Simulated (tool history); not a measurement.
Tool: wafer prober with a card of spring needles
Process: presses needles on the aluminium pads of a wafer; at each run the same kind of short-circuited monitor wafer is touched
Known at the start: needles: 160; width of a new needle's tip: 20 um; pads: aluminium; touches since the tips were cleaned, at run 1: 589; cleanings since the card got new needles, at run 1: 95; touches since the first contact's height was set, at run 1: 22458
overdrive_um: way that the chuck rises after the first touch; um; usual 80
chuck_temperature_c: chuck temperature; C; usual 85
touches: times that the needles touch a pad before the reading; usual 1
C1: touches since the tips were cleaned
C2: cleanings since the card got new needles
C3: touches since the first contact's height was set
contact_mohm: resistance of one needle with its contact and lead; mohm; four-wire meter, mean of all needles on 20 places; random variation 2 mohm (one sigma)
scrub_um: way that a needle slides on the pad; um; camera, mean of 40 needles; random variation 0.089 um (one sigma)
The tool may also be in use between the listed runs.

run 1 hour=0 | overdrive_um=80 chuck_temperature_c=85 touches=1 | C1=589 C2=95 C3=22458 | contact_mohm=227 scrub_um=17.18
-- hour=19.9 tips cleaned on abrasive film
run 2 hour=36.5 | overdrive_um=80 chuck_temperature_c=85 touches=1 | C1=3042 C2=96 C3=29132 | contact_mohm=259 scrub_um=16.99
-- hour=45.8 tips cleaned on abrasive film
-- hour=69.4 tips cleaned on abrasive film
-- hour=96.2 tips cleaned on abrasive film
run 3 hour=97.7 | overdrive_um=80 chuck_temperature_c=85 touches=1 | C1=293 C2=99 C3=40321 | contact_mohm=224 scrub_um=16.9
-- hour=122.2 tips cleaned on abrasive film
-- hour=148.5 tips cleaned on abrasive film
-- hour=173.9 tips cleaned on abrasive film
run 4 hour=173.9 | overdrive_um=80 chuck_temperature_c=85 touches=1 | C1=0 C2=102 C3=54245 | contact_mohm=220 scrub_um=16.84
-- hour=200.5 tips cleaned on abrasive film
run 5 hour=220.8 | overdrive_um=80 chuck_temperature_c=85 touches=1 | C1=3727 C2=103 C3=62833 | contact_mohm=261 scrub_um=16.99
-- hour=226.2 tips cleaned on abrasive film
-- hour=253.7 tips cleaned on abrasive film
-- hour=277.6 tips cleaned on abrasive film
run 6 hour=286.7 | overdrive_um=80 chuck_temperature_c=85 touches=1 | C1=1682 C2=106 C3=74869 | contact_mohm=248 scrub_um=16.86
-- hour=302.1 tips cleaned on abrasive film
run 7 hour=323.2 | overdrive_um=80 chuck_temperature_c=85 touches=1 | C1=3864 C2=107 C3=81536 | contact_mohm=270 scrub_um=16.86
-- hour=328.9 tips cleaned on abrasive film
-- hour=352.9 tips cleaned on abrasive film
-- hour=379.8 tips cleaned on abrasive film
run 8 hour=387.5 | overdrive_um=80 chuck_temperature_c=85 touches=1 | C1=1408 C2=110 C3=93293 | contact_mohm=239 scrub_um=16.82
-- hour=405.7 tips cleaned on abrasive film
-- hour=430.3 tips cleaned on abrasive film
-- hour=455.3 tips cleaned on abrasive film
run 9 hour=459.2 | overdrive_um=80 chuck_temperature_c=39 touches=1 | C1=716 C2=113 C3=106393 | contact_mohm=216 scrub_um=16.92
-- hour=483.1 tips cleaned on abrasive film
run 10 hour=499.8 | overdrive_um=80 chuck_temperature_c=85 touches=1 | C1=3062 C2=114 C3=113822 | contact_mohm=270 scrub_um=16.91
-- hour=510.4 tips cleaned on abrasive film
-- hour=535.9 tips cleaned on abrasive film
run 11 hour=549.1 | overdrive_um=80 chuck_temperature_c=85 touches=1 | C1=2426 C2=116 C3=122839 | contact_mohm=256 scrub_um=16.66
-- hour=560.6 tips cleaned on abrasive film
-- hour=588.7 tips cleaned on abrasive film
run 12 hour=608.7 | overdrive_um=80 chuck_temperature_c=40 touches=1 | C1=3681 C2=118 C3=133736 | contact_mohm=265 scrub_um=16.65
-- hour=614.5 tips cleaned on abrasive film
-- hour=642.9 tips cleaned on abrasive film
run 13 hour=663.2 | overdrive_um=68 chuck_temperature_c=40 touches=1 | C1=3730 C2=120 C3=143700 | contact_mohm=288 scrub_um=13.9
-- hour=669 tips cleaned on abrasive film
-- hour=694.1 tips cleaned on abrasive film
-- hour=719.3 tips cleaned on abrasive film
run 14 hour=736.5 | overdrive_um=68 chuck_temperature_c=40 touches=1 | C1=3170 C2=123 C3=157098 | contact_mohm=281 scrub_um=13.9
-- hour=745.9 tips cleaned on abrasive film
-- hour=769.7 tips cleaned on abrasive film
run 15 hour=789.9 | overdrive_um=68 chuck_temperature_c=40 touches=1 | C1=3712 C2=125 C3=166852 | contact_mohm=294 scrub_um=13.94
-- hour=795.7 tips cleaned on abrasive film
-- hour=821.2 tips cleaned on abrasive film
-- hour=847.5 tips cleaned on abrasive film
run 16 hour=850.5 | overdrive_um=68 chuck_temperature_c=40 touches=1 | C1=550 C2=128 C3=177915 | contact_mohm=231 scrub_um=13.68
-- hour=875.8 tips cleaned on abrasive film
-- hour=900.5 tips cleaned on abrasive film
run 17 hour=910.2 | overdrive_um=68 chuck_temperature_c=40 touches=1 | C1=1776 C2=130 C3=188833 | contact_mohm=272 scrub_um=13.67
-- hour=925.7 tips cleaned on abrasive film
-- hour=952.7 tips cleaned on abrasive film
run 18 hour=952.7 | overdrive_um=68 chuck_temperature_c=40 touches=1 | C1=0 C2=132 C3=196607 | contact_mohm=218 scrub_um=13.69
-- hour=981.2 tips cleaned on abrasive film
run 19 hour=987.6 | overdrive_um=80 chuck_temperature_c=72 touches=2 | C1=1175 C2=133 C3=202989 | contact_mohm=232 scrub_um=16.18
-- hour=1008.7 tips cleaned on abrasive film
-- hour=1034.6 tips cleaned on abrasive film
run 20 hour=1042.8 | overdrive_um=80 chuck_temperature_c=72 touches=2 | C1=1505 C2=135 C3=213080 | contact_mohm=231 scrub_um=16.12
-- hour=1059.4 tips cleaned on abrasive film
-- hour=1065.3 height of the first contact set anew
-- hour=1085.8 tips cleaned on abrasive film
run 21 hour=1097.7 | overdrive_um=80 chuck_temperature_c=72 touches=2 | C1=2177 C2=137 C3=5919 | contact_mohm=233 scrub_um=17.31
-- hour=1109.2 tips cleaned on abrasive film
-- hour=1136.1 tips cleaned on abrasive film
run 22 hour=1147.4 | overdrive_um=73 chuck_temperature_c=44 touches=1 | C1=2070 C2=139 C3=15005 | contact_mohm=258 scrub_um=15.6
-- hour=1162.3 tips cleaned on abrasive film
-- hour=1186 tips cleaned on abrasive film
run 23 hour=1204.6 | overdrive_um=73 chuck_temperature_c=44 touches=1 | C1=3411 C2=141 C3=25457 | contact_mohm=268 scrub_um=15.48
-- hour=1209.1 tips cleaned on abrasive film
-- hour=1237 tips cleaned on abrasive film
run 24 hour=1250.7 | overdrive_um=73 chuck_temperature_c=53 touches=1 | C1=2517 C2=143 C3=33880 | contact_mohm=274 scrub_um=15.56
-- hour=1260.9 tips cleaned on abrasive film
-- hour=1284 tips cleaned on abrasive film
run 25 hour=1287.1 | overdrive_um=73 chuck_temperature_c=26 touches=2 | C1=572 C2=145 C3=40532 | contact_mohm=214 scrub_um=15.52
-- hour=1307.9 tips cleaned on abrasive film
-- hour=1331.2 tips cleaned on abrasive film
-- hour=1359.3 tips cleaned on abrasive film
run 26 hour=1364.7 | overdrive_um=96 chuck_temperature_c=34 touches=2 | C1=982 C2=148 C3=54704 | contact_mohm=214 scrub_um=20.37
-- hour=1385.4 tips cleaned on abrasive film
-- hour=1412.3 tips cleaned on abrasive film
run 27 hour=1434.3 | overdrive_um=96 chuck_temperature_c=34 touches=2 | C1=4026 C2=150 C3=67440 | contact_mohm=233 scrub_um=20.54
-- hour=1437.8 tips cleaned on abrasive film
-- hour=1463.1 tips cleaned on abrasive film
-- hour=1488.7 tips cleaned on abrasive film
run 28 hour=1498.3 | overdrive_um=76 chuck_temperature_c=34 touches=3 | C1=1761 C2=153 C3=79138 | contact_mohm=220 scrub_um=16.02
-- hour=1514.4 tips cleaned on abrasive film
-- hour=1537.7 tips cleaned on abrasive film
run 29 hour=1537.9 | overdrive_um=76 chuck_temperature_c=105 touches=2 | C1=38 C2=155 C3=86358 | contact_mohm=223 scrub_um=15.94

3 ways to go on from here, each from the tool as it stands after run 29. What would each give?
-- hour=1563.3 tips cleaned on abrasive film
run A hour=1579.9 | overdrive_um=76 chuck_temperature_c=105 touches=1 | C1=3049 C2=156 C3=94048 | contact_mohm=? scrub_um=?
-- hour=1563.3 tips cleaned on abrasive film
run B hour=1579.9 | overdrive_um=80 chuck_temperature_c=85 touches=2 | C1=3049 C2=156 C3=94048 | contact_mohm=? scrub_um=?
-- hour=1563.3 tips cleaned on abrasive film
run C hour=1579.9 | overdrive_um=91 chuck_temperature_c=84 touches=1 | C1=3049 C2=156 C3=94048 | contact_mohm=? scrub_um=?

run=A contact_mohm=280 scrub_um=15.88
run=B contact_mohm=246 scrub_um=16.81
run=C contact_mohm=251 scrub_um=19.05
Without the tool's hidden state the same runs would have given:
run=A contact_mohm=220 scrub_um=16.33
run=B contact_mohm=211 scrub_um=17.26
run=C contact_mohm=207 scrub_um=19.51
